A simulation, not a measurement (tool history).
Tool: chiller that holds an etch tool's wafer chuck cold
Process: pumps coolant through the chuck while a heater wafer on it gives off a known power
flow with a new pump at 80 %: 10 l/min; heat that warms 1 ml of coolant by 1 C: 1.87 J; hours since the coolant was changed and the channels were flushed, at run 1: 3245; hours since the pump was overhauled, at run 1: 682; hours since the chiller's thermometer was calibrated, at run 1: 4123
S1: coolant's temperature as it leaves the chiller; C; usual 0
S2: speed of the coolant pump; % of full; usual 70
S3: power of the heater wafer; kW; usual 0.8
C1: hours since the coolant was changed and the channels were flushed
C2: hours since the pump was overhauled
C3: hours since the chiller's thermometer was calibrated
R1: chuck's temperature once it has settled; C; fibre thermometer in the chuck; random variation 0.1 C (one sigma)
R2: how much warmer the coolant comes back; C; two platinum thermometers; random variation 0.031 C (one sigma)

Run 1, hour 0: usual settings; C1 3245; C2 682; C3 4123. Result: R1 7.4 C, R2 2.96 C.
Run 2, hour 24.3: usual settings; C1 3269; C2 706; C3 4147. Result: R1 7.3 C, R2 2.95 C.
Run 3, hour 64.9: usual settings; C1 3310; C2 747; C3 4188. Result: R1 7.2 C, R2 2.91 C.
Run 4, hour 101.9: usual settings; C1 3347; C2 784; C3 4225. Result: R1 7.4 C, R2 2.9 C.
Run 5, hour 122: usual settings; C1 3367; C2 804; C3 4245. Result: R1 7.4 C, R2 2.96 C.
Run 6, hour 140.9: usual settings; C1 3386; C2 823; C3 4264. Result: R1 7.3 C, R2 2.93 C.
Run 7, hour 164.6: usual settings but S2 79 % of full; C1 3410; C2 846; C3 4287. Result: R1 6.8 C, R2 2.63 C.
Run 8, hour 185.5: usual settings but S2 79 % of full; C1 3431; C2 867; C3 4308. Result: R1 6.5 C, R2 2.66 C.
Run 9, hour 220.4: usual settings but S2 79 % of full; C1 3465; C2 902; C3 4343. Result: R1 6.7 C, R2 2.64 C.
Run 10, hour 248.6: usual settings; C1 3494; C2 930; C3 4371. Result: R1 7.2 C, R2 2.95 C.
Run 11, hour 279.8: usual settings but S2 74 % of full; C1 3525; C2 962; C3 4403. Result: R1 7 C, R2 2.83 C.
At hour 300: chiller's thermometer calibrated.
Run 12, hour 315.5: usual settings but S2 74 % of full; C1 3560; C2 996; C3 16. Result: R1 5.7 C, R2 2.79 C.
Run 13, hour 335.9: usual settings but S2 74 % of full; C1 3580; C2 1017; C3 36. Result: R1 6.1 C, R2 2.76 C.
Run 14, hour 379.4: usual settings but S2 74 % of full; C1 3623; C2 1060; C3 79. Result: R1 5.9 C, R2 2.86 C.
Run 15, hour 414.2: usual settings but S3 1.095 kW; C1 3658; C2 1095; C3 114. Result: R1 8.7 C, R2 4.02 C.
Run 16, hour 450.6: usual settings but S2 76 % of full; C1 3695; C2 1131; C3 151. Result: R1 6 C, R2 2.75 C.
Run 17, hour 490.9: usual settings but S1 -8 C, S2 66 % of full; C1 3735; C2 1172; C3 191. Result: R1 -1 C, R2 3.1 C.
Run 18, hour 524.6: usual settings but S1 4 C, S2 65 % of full, S3 0.493 kW; C1 3769; C2 1205; C3 225. Result: R1 8.1 C, R2 1.97 C.
Run 19, hour 556.8: usual settings but S1 -1 C, S2 92 % of full; C1 3801; C2 1238; C3 257. Result: R1 4 C, R2 2.24 C.
Run 20, hour 585.9: usual settings but S1 -4 C, S3 0.476 kW; C1 3830; C2 1267; C3 286. Result: R1 -0.3 C, R2 1.76 C.
Run 21, hour 622.7: usual settings but S1 -7 C, S2 60 % of full; C1 3867; C2 1304; C3 323. Result: R1 0.3 C, R2 3.51 C.
Run 22, hour 656: usual settings but S2 73 % of full, S3 1.099 kW; C1 3900; C2 1337; C3 356. Result: R1 8.4 C, R2 3.93 C.
Run 23, hour 697.6: usual settings but S2 73 % of full, S3 1.099 kW; C1 3942; C2 1378; C3 398. Result: R1 8.6 C, R2 3.95 C.
Run 24, hour 727.6: usual settings but S1 3 C, S2 98 % of full, S3 0.657 kW; C1 3972; C2 1408; C3 428. Result: R1 6.9 C, R2 1.77 C.
Run 25, hour 752.4: usual settings but S1 -5 C, S3 0.569 kW; C1 3996; C2 1433; C3 452. Result: R1 -0.5 C, R2 2.08 C.
Run 26, hour 774.1: usual settings but S1 -5 C, S2 65 % of full, S3 0.926 kW; C1 4018; C2 1455; C3 474. Result: R1 2.9 C, R2 3.67 C.
Run 27, hour 797.1: usual settings but S1 -5 C, S2 65 % of full, S3 0.926 kW; C1 4041; C2 1478; C3 497. Result: R1 2.9 C, R2 3.69 C.
Run 28, hour 823.7: usual settings but S1 -5 C, S2 65 % of full, S3 0.587 kW; C1 4068; C2 1505; C3 524. Result: R1 0 C, R2 2.38 C.

3 ways to go on from here, each from the tool as it stands after run 28. What would each give?
Run A, hour 843.2: usual settings but S1 8 C; C1 4087; C2 1524; C3 543. Result: R1 ?, R2 ?.
Run B, hour 843.2: usual settings but S2 67 % of full; C1 4087; C2 1524; C3 543. Result: R1 ?, R2 ?.
Run C, hour 843.2: usual settings but S1 -10 C, S2 92 % of full, S3 0.984 kW; C1 4087; C2 1524; C3 543. Result: R1 ?, R2 ?.

run    R1    R2
  A  14.5  3.01
  B   6.6  3.16
  C  -3.8  2.77
Without the tool's hidden state the same runs would have given:
run    R1    R2
  A  13.9  2.94
  B     6  3.09
  C  -4.4  2.71
